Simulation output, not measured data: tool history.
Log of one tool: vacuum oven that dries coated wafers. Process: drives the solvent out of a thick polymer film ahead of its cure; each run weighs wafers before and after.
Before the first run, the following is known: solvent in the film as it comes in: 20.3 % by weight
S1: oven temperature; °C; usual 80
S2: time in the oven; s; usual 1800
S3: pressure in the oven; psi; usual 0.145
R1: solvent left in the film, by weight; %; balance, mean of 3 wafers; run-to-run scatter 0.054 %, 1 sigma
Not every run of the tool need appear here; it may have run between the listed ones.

run	hour	S1	S2	S3	R1
1	0	80	1800	0.145	2.31
2	40	80	1800	0.174	2.68
3	97.3	80	1800	0.174	2.64
# hour 144.6: oven's thermocouples calibrated
4	144.6	80	1800	0.174	2.48
5	203.6	80	1800	0.174	2.56
6	231.2	80	1800	0.145	2.22
7	290.7	80	1800	0.145	2.34
8	352.5	80	1800	0.466	5.32
9	403.4	80	1560	0.466	5.6
10	432.3	79	1800	0.145	2.59
11	482.7	91	1800	0.145	1.05
12	520.5	91	1800	0.145	1.06
13	571.8	91	1800	0.145	1.1
14	612.1	80	1860	0.145	2.32
15	646.8	69	1800	0.145	5.99
16	680.8	80	1800	0.144	2.41
17	732.6	80	1800	0.144	2.36
18	780.1	80	1800	0.144	2.46
19	817.4	80	1800	0.144	2.43
20	845.5	80	1800	0.144	2.51
21	901.7	80	1800	0.155	2.63
22	941.4	80	1800	0.074	1.86
23	986.5	80	1800	0.145	2.49
24	1017.6	65	1800	0.145	8.39
25	1051	85	2100	0.145	1.67
26	1101.9	85	2400	0.251	2.5
27	1164.3	84	1140	0.535	6.14
# hour 1210.2: oven's thermocouples calibrated
28	1216.3	83	1380	0.145	2.26
29	1260.6	92	1380	0.145	1.12
30	1325.4	94	3120	0.302	1.85
31	1375.6	84	1440	0.461	4.61
32	1432.4	90	1800	0.48	3.44
33	1479.4	80	1140	0.496	6.94
34	1535	81	1860	0.086	1.6
35	1583.5	81	1860	0.086	1.75
36	1641.8	66	1860	0.096	6.71
# hour 1665.6: vacuum gauge cleaned of residue and calibrated
37	1681.9	89	3240	0.075	0.57
38	1735.6	80	1200	0.273	4.49
39	1776.7	66	1560	0.164	8.03
40	1833.6	66	1560	0.164	8.26
41	1868.8	95	2400	0.532	2.95
42	1927.8	85	3000	0.131	1.08
43	1983.8	85	3000	0.131	1.15
44	2018.7	84	1740	0.145	1.59
45	2063.3	84	1740	0.145	1.58

What will run 46 give?
46	2099.1	89	1740	0.406	?

{"run 46": {"R1": 3.11}}
Take away the tool's hidden state, keep the run-to-run variation as it was, and the same run would have given R1 2.94 %.

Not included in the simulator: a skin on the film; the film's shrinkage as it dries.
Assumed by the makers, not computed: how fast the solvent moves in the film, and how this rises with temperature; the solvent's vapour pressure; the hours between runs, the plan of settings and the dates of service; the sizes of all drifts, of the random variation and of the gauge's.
